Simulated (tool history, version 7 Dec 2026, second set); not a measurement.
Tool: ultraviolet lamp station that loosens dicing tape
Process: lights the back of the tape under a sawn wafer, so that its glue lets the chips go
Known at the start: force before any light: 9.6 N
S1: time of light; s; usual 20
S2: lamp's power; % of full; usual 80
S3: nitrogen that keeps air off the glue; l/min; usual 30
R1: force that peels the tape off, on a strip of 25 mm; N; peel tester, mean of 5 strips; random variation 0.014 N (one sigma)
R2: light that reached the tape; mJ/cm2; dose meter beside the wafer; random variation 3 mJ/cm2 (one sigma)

| run | hour | S1 | S2 | S3 | R1 | R2 |
|---|---|---|---|---|---|---|
| 1 | 0.0 | 20 | 80 | 30 | 0.653 | 455 |
| 2 | 50.4 | 20 | 80 | 30 | 0.666 | 459 |
| 3 | 94.7 | 20 | 80 | 30 | 0.618 | 464 |
| 4 | 126.5 | 20 | 80 | 30 | 0.694 | 456 |
| 5 | 179.3 | 20 | 80 | 30 | 0.679 | 454 |
| 6 | 205.3 | 20 | 80 | 30 | 0.647 | 459 |
| 7 | 237.6 | 20 | 80 | 42 | 0.574 | 461 |
| 8 | 283.8 | 20 | 80 | 15 | 0.932 | 455 |
| 9 | 341.1 | 20 | 80 | 15 | 0.929 | 458 |
| 10 | 401.2 | 20 | 80 | 15 | 0.950 | 453 |
| 11 | 446.5 | 10 | 93 | 20 | 2.128 | 268 |
| 12 | 471.7 | 10 | 93 | 11 | 2.643 | 266 |
| 13 | 523.1 | 10 | 93 | 11 | 2.534 | 269 |
| 14 | 562.8 | 11 | 93 | 37 | 1.476 | 288 |
| 15 | 614.3 | 16 | 66 | 36 | 1.369 | 304 |
| 16 | 644.3 | 33 | 66 | 36 | 0.313 | 620 |
| 17 | 699.6 | 17 | 66 | 36 | 1.265 | 321 |
| 18 | 754.4 | 40 | 64 | 59 | 0.214 | 728 |
| 19 | 781.5 | 12 | 90 | 16 | 1.785 | 307 |
| 20 | 817.0 | 12 | 90 | 16 | 1.779 | 308 |

Not shown: 2 entries that the log had between the listed runs. Between which runs, and how does the tool's hidden state differ before and after?
Between runs 1 and 2: window cleaned of glue's vapour (hour 23.0)
  light that the window lets through, % of a clean one's: 99.9 -> 100
Between runs 12 and 13: window cleaned of glue's vapour (hour 489.9)
  light that the window lets through, % of a clean one's: 99.9 -> 100
